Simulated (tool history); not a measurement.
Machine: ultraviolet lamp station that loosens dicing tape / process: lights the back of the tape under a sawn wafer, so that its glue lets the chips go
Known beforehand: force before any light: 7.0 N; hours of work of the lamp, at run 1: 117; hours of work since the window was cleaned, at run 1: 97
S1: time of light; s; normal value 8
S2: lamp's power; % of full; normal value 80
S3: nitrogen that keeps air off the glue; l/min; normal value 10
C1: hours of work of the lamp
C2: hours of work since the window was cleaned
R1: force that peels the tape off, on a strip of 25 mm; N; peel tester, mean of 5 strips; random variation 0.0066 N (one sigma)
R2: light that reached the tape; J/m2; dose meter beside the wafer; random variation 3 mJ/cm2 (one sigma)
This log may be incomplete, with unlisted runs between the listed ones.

run   hour  S1  S2  S3   C1   C2     R1    R2
  1    0.0   8  80  10  117   97  0.261  4010
  2   28.9   8  80  10  129  109  0.268  4010
  3   56.0   8  80   5  140  120  0.493  3960
  4   84.2   8  80   5  151  132  0.492  3950
  5  101.1   8  80   4  158  139  0.599  3900
  6  120.4   8  80   4  166  146  0.611  3910
  7  148.9   8  80   4  178  158  0.615  3900
  8  168.5   8  80   4  186  166  0.611  3840
  9  186.7   8  80   4  193  174  0.607  3800
 10  211.1   8  80   4  203  184  0.635  3840
 11  233.8  10  80  17  212  193  0.118  4770
 12  264.4   8  80  12  225  205  0.271  3750
 13  297.0   8  61  10  238  219  0.646  2840
 14  325.8   8  66  13  250  231  0.460  3040
 15  341.5  13  99  17  257  237  0.063  7410
 16  360.1  10  64   4  264  245  0.690  3680
 17  373.3  10  75   4  270  250  0.495  4310
 18  392.7  11  94   4  278  258  0.200  5850
 19  413.8  11  94   4  286  267  0.205  5830

5 options for the next run, each taken on its own from the tool as it stands now. Forecast them:
  A  444.6  11  80   7  299  279   ?   ?
  B  444.6  15  94  12  299  279   ?   ?
  C  444.6  11  62   6  299  279   ?   ?
  D  444.6  11  84   4  299  279   ?   ?
  E  444.6  13  72  12  299  279   ?   ?

run     R1    R2
  A  0.214  4890
  B  0.053  7820
  C  0.451  3820
  D  0.287  5150
  E  0.125  5240
Stripped of hidden state, with their random variation kept, the same runs would have yielded:
run     R1    R2
  A  0.130  5920
  B  0.049  9470
  C  0.270  4630
  D  0.170  6230
  E  0.086  6350
